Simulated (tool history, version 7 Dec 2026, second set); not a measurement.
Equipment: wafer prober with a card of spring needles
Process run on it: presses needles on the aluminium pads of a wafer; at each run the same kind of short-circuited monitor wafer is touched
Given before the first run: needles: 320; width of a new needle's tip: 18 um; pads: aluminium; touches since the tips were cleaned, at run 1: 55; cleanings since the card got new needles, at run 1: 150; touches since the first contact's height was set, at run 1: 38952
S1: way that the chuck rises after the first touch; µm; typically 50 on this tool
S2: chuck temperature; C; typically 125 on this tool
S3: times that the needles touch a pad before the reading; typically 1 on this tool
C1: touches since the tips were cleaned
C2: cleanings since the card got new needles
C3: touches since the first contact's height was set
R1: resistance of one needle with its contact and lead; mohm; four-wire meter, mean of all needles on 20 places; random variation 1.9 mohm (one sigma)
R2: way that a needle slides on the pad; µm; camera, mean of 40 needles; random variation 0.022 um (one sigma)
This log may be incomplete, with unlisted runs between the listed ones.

run 1 day=0.000 | S1=50 S2=125 S3=1 | C1=55 C2=150 C3=38952 | R1=214 R2=6.88
-- day=0.671 tips cleaned on abrasive film
-- day=1.504 tips cleaned on abrasive film
-- day=2.342 tips cleaned on abrasive film
-- day=3.179 tips cleaned on abrasive film
run 2 day=3.779 | S1=50 S2=125 S3=1 | C1=3112 C2=154 C3=58485 | R1=308 R2=6.80
-- day=3.950 tips cleaned on abrasive film
-- day=4.783 tips cleaned on abrasive film
-- day=5.621 tips cleaned on abrasive film
-- day=6.292 tips cleaned on abrasive film
-- day=6.962 tips cleaned on abrasive film
-- day=7.738 tips cleaned on abrasive film
run 3 day=7.738 | S1=50 S2=125 S3=1 | C1=0 C2=160 C3=78909 | R1=210 R2=6.69
-- day=8.571 tips cleaned on abrasive film
-- day=9.408 tips cleaned on abrasive film
run 4 day=9.708 | S1=50 S2=125 S3=1 | C1=1554 C2=162 C3=89106 | R1=289 R2=6.71
-- day=10.212 tips cleaned on abrasive film
-- day=10.883 tips cleaned on abrasive film
-- day=11.696 tips cleaned on abrasive film
run 5 day=11.696 | S1=50 S2=125 S3=1 | C1=0 C2=165 C3=99370 | R1=213 R2=6.65
-- day=12.533 tips cleaned on abrasive film
-- day=13.371 tips cleaned on abrasive film
-- day=14.142 tips cleaned on abrasive film
run 6 day=14.142 | S1=50 S2=125 S3=1 | C1=0 C2=168 C3=112009 | R1=216 R2=6.62
-- day=14.321 height of the first contact set anew
-- day=14.825 tips cleaned on abrasive film
-- day=15.662 tips cleaned on abrasive film
-- day=16.500 tips cleaned on abrasive film
-- day=17.333 tips cleaned on abrasive film
-- day=18.004 tips cleaned on abrasive film
run 7 day=18.246 | S1=50 S2=125 S3=3 | C1=1262 C2=173 C3=20278 | R1=228 R2=6.93
-- day=18.750 tips cleaned on abrasive film
-- day=19.588 tips cleaned on abrasive film
-- day=20.258 tips cleaned on abrasive film
-- day=21.096 tips cleaned on abrasive film
-- day=21.929 tips cleaned on abrasive film
run 8 day=22.071 | S1=50 S2=125 S3=3 | C1=736 C2=178 C3=40030 | R1=225 R2=6.88
-- day=22.742 tips cleaned on abrasive film
-- day=23.412 tips cleaned on abrasive film
-- day=24.083 tips cleaned on abrasive film
-- day=24.917 tips cleaned on abrasive film
run 9 day=24.988 | S1=50 S2=125 S3=2 | C1=355 C2=182 C3=55078 | R1=224 R2=6.81
-- day=25.658 tips cleaned on abrasive film
-- day=26.492 tips cleaned on abrasive film
-- day=27.162 tips cleaned on abrasive film
-- day=28.000 tips cleaned on abrasive film
run 10 day=28.388 | S1=50 S2=125 S3=2 | C1=2010 C2=186 C3=72647 | R1=262 R2=6.73
-- day=28.725 tips cleaned on abrasive film
-- day=29.392 tips cleaned on abrasive film
-- day=30.229 tips cleaned on abrasive film
-- day=31.067 tips cleaned on abrasive film
-- day=31.904 tips cleaned on abrasive film
run 11 day=32.454 | S1=50 S2=125 S3=2 | C1=2868 C2=191 C3=93666 | R1=274 R2=6.69
-- day=32.625 tips cleaned on abrasive film
-- day=33.462 tips cleaned on abrasive film
-- day=34.300 tips cleaned on abrasive film
-- day=35.133 tips cleaned on abrasive film
-- day=35.804 tips cleaned on abrasive film
run 12 day=36.062 | S1=50 S2=31 S3=1 | C1=1332 C2=196 C3=112283 | R1=277 R2=6.60
-- day=36.242 height of the first contact set anew
-- day=36.575 tips cleaned on abrasive film
-- day=37.246 tips cleaned on abrasive film
-- day=38.083 tips cleaned on abrasive film
-- day=38.754 tips cleaned on abrasive film
run 13 day=39.171 | S1=50 S2=31 S3=1 | C1=2159 C2=200 C3=15125 | R1=285 R2=6.92

Run 14 comes next. What will it give?
-- day=39.504 tips cleaned on abrasive film
-- day=40.342 tips cleaned on abrasive film
-- day=41.012 tips cleaned on abrasive film
-- day=41.683 tips cleaned on abrasive film
-- day=42.517 tips cleaned on abrasive film
run 14 day=42.729 | S1=50 S2=85 S3=2 | C1=1103 C2=205 C3=33514 | R1=? R2=?

Run 14 yielded R1 241 mohm, R2 6.91 µm.
With no hidden state in the tool, this same run would have given R1 196 mohm, R2 7.03 µm.
